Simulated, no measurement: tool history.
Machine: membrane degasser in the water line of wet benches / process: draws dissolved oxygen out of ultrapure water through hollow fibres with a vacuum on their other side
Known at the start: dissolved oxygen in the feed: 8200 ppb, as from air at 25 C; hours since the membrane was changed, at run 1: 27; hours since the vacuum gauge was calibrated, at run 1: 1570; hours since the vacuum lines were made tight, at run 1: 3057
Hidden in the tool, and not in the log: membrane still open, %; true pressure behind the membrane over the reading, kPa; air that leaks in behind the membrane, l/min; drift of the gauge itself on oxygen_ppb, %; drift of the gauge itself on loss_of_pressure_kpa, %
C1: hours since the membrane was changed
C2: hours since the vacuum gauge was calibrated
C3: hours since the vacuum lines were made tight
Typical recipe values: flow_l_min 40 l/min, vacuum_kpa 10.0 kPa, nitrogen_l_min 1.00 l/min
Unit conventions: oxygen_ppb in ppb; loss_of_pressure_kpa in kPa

{"run": 1, "hour": 0.0, "flow_l_min": 40, "vacuum_kpa": 10.0, "nitrogen_l_min": 1.0, "C1": 27, "C2": 1570, "C3": 3057, "oxygen_ppb": 611.1, "loss_of_pressure_kpa": 42.29}
{"run": 2, "hour": 82.6, "flow_l_min": 40, "vacuum_kpa": 10.0, "nitrogen_l_min": 1.0, "C1": 109, "C2": 1653, "C3": 3140, "oxygen_ppb": 616.3, "loss_of_pressure_kpa": 42.19}
{"run": 3, "hour": 241.0, "flow_l_min": 40, "vacuum_kpa": 10.0, "nitrogen_l_min": 1.0, "C1": 268, "C2": 1811, "C3": 3298, "oxygen_ppb": 619.3, "loss_of_pressure_kpa": 41.94}
{"run": 4, "hour": 356.1, "flow_l_min": 40, "vacuum_kpa": 10.0, "nitrogen_l_min": 1.0, "C1": 383, "C2": 1926, "C3": 3413, "oxygen_ppb": 616.0, "loss_of_pressure_kpa": 42.02}
{"run": 5, "hour": 470.6, "flow_l_min": 40, "vacuum_kpa": 10.0, "nitrogen_l_min": 1.0, "C1": 497, "C2": 2041, "C3": 3528, "oxygen_ppb": 614.7, "loss_of_pressure_kpa": 42.24}
{"run": 6, "hour": 535.2, "flow_l_min": 40, "vacuum_kpa": 10.0, "nitrogen_l_min": 1.96, "C1": 562, "C2": 2105, "C3": 3592, "oxygen_ppb": 401.9, "loss_of_pressure_kpa": 42.13}
{"run": 7, "hour": 631.0, "flow_l_min": 40, "vacuum_kpa": 10.0, "nitrogen_l_min": 1.3, "C1": 658, "C2": 2201, "C3": 3688, "oxygen_ppb": 524.5, "loss_of_pressure_kpa": 42.06}
{"run": 8, "hour": 784.3, "flow_l_min": 40, "vacuum_kpa": 10.0, "nitrogen_l_min": 1.3, "C1": 811, "C2": 2354, "C3": 3841, "oxygen_ppb": 523.8, "loss_of_pressure_kpa": 41.96}
{"run": 9, "hour": 935.4, "flow_l_min": 40, "vacuum_kpa": 10.0, "nitrogen_l_min": 1.3, "C1": 962, "C2": 2506, "C3": 3993, "oxygen_ppb": 526.7, "loss_of_pressure_kpa": 42.39}
{"run": 10, "hour": 1041.2, "flow_l_min": 40, "vacuum_kpa": 10.0, "nitrogen_l_min": 1.3, "C1": 1068, "C2": 2611, "C3": 4098, "oxygen_ppb": 525.1, "loss_of_pressure_kpa": 42.43}
{"run": 11, "hour": 1119.4, "flow_l_min": 40, "vacuum_kpa": 10.0, "nitrogen_l_min": 1.3, "C1": 1146, "C2": 2690, "C3": 4177, "oxygen_ppb": 529.4, "loss_of_pressure_kpa": 42.06}
{"run": 12, "hour": 1215.9, "flow_l_min": 40, "vacuum_kpa": 10.0, "nitrogen_l_min": 1.3, "C1": 1243, "C2": 2786, "C3": 4273, "oxygen_ppb": 524.0, "loss_of_pressure_kpa": 42.18}
{"run": 13, "hour": 1328.6, "flow_l_min": 40, "vacuum_kpa": 10.0, "nitrogen_l_min": 1.3, "C1": 1355, "C2": 2899, "C3": 4386, "oxygen_ppb": 526.2, "loss_of_pressure_kpa": 42.4}
{"run": 14, "hour": 1464.3, "flow_l_min": 25, "vacuum_kpa": 10.0, "nitrogen_l_min": 1.0, "C1": 1491, "C2": 3034, "C3": 4521, "oxygen_ppb": 375.0, "loss_of_pressure_kpa": 26.47}
{"run": 15, "hour": 1606.4, "flow_l_min": 25, "vacuum_kpa": 10.0, "nitrogen_l_min": 1.0, "C1": 1633, "C2": 3177, "C3": 4664, "oxygen_ppb": 374.4, "loss_of_pressure_kpa": 26.56}
{"run": 16, "hour": 1728.6, "flow_l_min": 25, "vacuum_kpa": 10.0, "nitrogen_l_min": 1.0, "C1": 1755, "C2": 3299, "C3": 4786, "oxygen_ppb": 372.6, "loss_of_pressure_kpa": 26.74}
{"run": 17, "hour": 1872.5, "flow_l_min": 35, "vacuum_kpa": 10.0, "nitrogen_l_min": 1.0, "C1": 1899, "C2": 3443, "C3": 4930, "oxygen_ppb": 534.0, "loss_of_pressure_kpa": 37.52}
{"run": 18, "hour": 1937.3, "flow_l_min": 49, "vacuum_kpa": 12.5, "nitrogen_l_min": 0.79, "C1": 1964, "C2": 3508, "C3": 4994, "oxygen_ppb": 1140.8, "loss_of_pressure_kpa": 52.33}
{"run": 19, "hour": 2085.2, "flow_l_min": 26, "vacuum_kpa": 14.6, "nitrogen_l_min": 1.06, "C1": 2112, "C2": 3655, "C3": 5142, "oxygen_ppb": 591.1, "loss_of_pressure_kpa": 27.96}
{"run": 20, "hour": 2188.6, "flow_l_min": 26, "vacuum_kpa": 14.6, "nitrogen_l_min": 1.06, "C1": 2215, "C2": 3759, "C3": 5246, "oxygen_ppb": 600.6, "loss_of_pressure_kpa": 27.83}
{"run": 21, "hour": 2261.2, "flow_l_min": 63, "vacuum_kpa": 12.5, "nitrogen_l_min": 1.0, "C1": 2288, "C2": 3831, "C3": 5318, "oxygen_ppb": 1328.2, "loss_of_pressure_kpa": 67.12}
{"run": 22, "hour": 2333.0, "flow_l_min": 40, "vacuum_kpa": 16.5, "nitrogen_l_min": 1.0, "C1": 2360, "C2": 3903, "C3": 5390, "oxygen_ppb": 1055.0, "loss_of_pressure_kpa": 42.73}
{"run": 23, "hour": 2454.7, "flow_l_min": 33, "vacuum_kpa": 8.3, "nitrogen_l_min": 1.0, "C1": 2481, "C2": 4025, "C3": 5512, "oxygen_ppb": 395.5, "loss_of_pressure_kpa": 34.98}
{"run": 24, "hour": 2522.3, "flow_l_min": 33, "vacuum_kpa": 8.3, "nitrogen_l_min": 1.0, "C1": 2549, "C2": 4093, "C3": 5580, "oxygen_ppb": 396.1, "loss_of_pressure_kpa": 35.28}
{"run": 25, "hour": 2598.5, "flow_l_min": 64, "vacuum_kpa": 8.3, "nitrogen_l_min": 1.0, "C1": 2625, "C2": 4169, "C3": 5656, "oxygen_ppb": 992.8, "loss_of_pressure_kpa": 68.41}
{"run": 26, "hour": 2724.6, "flow_l_min": 36, "vacuum_kpa": 7.9, "nitrogen_l_min": 1.0, "C1": 2751, "C2": 4295, "C3": 5782, "oxygen_ppb": 418.1, "loss_of_pressure_kpa": 38.66}
{"run": 27, "hour": 2867.0, "flow_l_min": 47, "vacuum_kpa": 10.0, "nitrogen_l_min": 1.0, "C1": 2894, "C2": 4437, "C3": 5924, "oxygen_ppb": 771.7, "loss_of_pressure_kpa": 51.0}
{"run": 28, "hour": 2975.0, "flow_l_min": 47, "vacuum_kpa": 10.0, "nitrogen_l_min": 1.0, "C1": 3002, "C2": 4545, "C3": 6032, "oxygen_ppb": 775.6, "loss_of_pressure_kpa": 50.29}

Run 29 is up next; what results do you expect?
{"run": 29, "hour": 3056.7, "flow_l_min": 40, "vacuum_kpa": 10.0, "nitrogen_l_min": 2.0, "C1": 3083, "C2": 4627, "C3": 6114, "oxygen_ppb": "?", "loss_of_pressure_kpa": "?"}

Logged for run 29: oxygen_ppb 409.0 ppb, loss_of_pressure_kpa 43.30 kPa.
Minus the tool's unlogged condition, the same run would have read oxygen_ppb 388.9 ppb, loss_of_pressure_kpa 42.22 kPa.
